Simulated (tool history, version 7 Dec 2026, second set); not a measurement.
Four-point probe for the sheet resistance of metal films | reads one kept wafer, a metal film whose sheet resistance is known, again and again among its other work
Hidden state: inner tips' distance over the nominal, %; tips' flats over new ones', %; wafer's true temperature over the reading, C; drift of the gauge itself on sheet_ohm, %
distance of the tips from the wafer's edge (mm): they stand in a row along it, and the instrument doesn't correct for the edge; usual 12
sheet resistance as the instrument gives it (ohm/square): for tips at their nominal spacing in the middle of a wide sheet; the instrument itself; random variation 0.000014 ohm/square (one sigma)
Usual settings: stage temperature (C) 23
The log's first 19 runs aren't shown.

run,hour,stage temperature (C),distance of the tips from the wafer's edge (mm),touches since the probe head was changed,hours of work since the stage's thermometer was calibrated,sheet resistance as the instrument gives it (ohm/square)
20,1608.9,29,12,93920,477,0.071330
21,1711.7,29,12,99777,558,0.071349
# hour 1748.6: new probe head fitted
22,1808.9,29,12,3434,634,0.071373
23,1865.6,29,46,6666,678,0.070954
24,1943.4,34,5,11100,740,0.073072
25,2042.1,34,5,16723,817,0.073092
26,2134.2,19,3,21968,890,0.077610
27,2203.7,19,3,25929,945,0.077608
28,2265.1,19,3,29425,993,0.077628
29,2320.0,34,3,32552,1036,0.076908
30,2414.6,24,18,37946,1111,0.071331
31,2495.4,18,6,42549,1175,0.073113
32,2616.0,18,6,49417,1270,0.073104
33,2696.8,23,14,54020,1333,0.071479
34,2750.4,32,16,57077,1376,0.071059
35,2817.9,32,16,60921,1429,0.071041

5 ways to go on from here, each from the tool as it stands after run 35. What would each give?
A,2925.7,23,16,67063,1514,?
B,2925.7,26,6,67063,1514,?
C,2925.7,31,4,67063,1514,?
D,2925.7,33,22,67063,1514,?
E,2925.7,26,15,67063,1514,?

run,sheet resistance as the instrument gives it (ohm/square)
A,0.071384
B,0.072722
C,0.074471
D,0.070868
E,0.071336
Without the tool's hidden state the same runs would have given:
run,sheet resistance as the instrument gives it (ohm/square)
A,0.071393
B,0.072731
C,0.074480
D,0.070877
E,0.071345
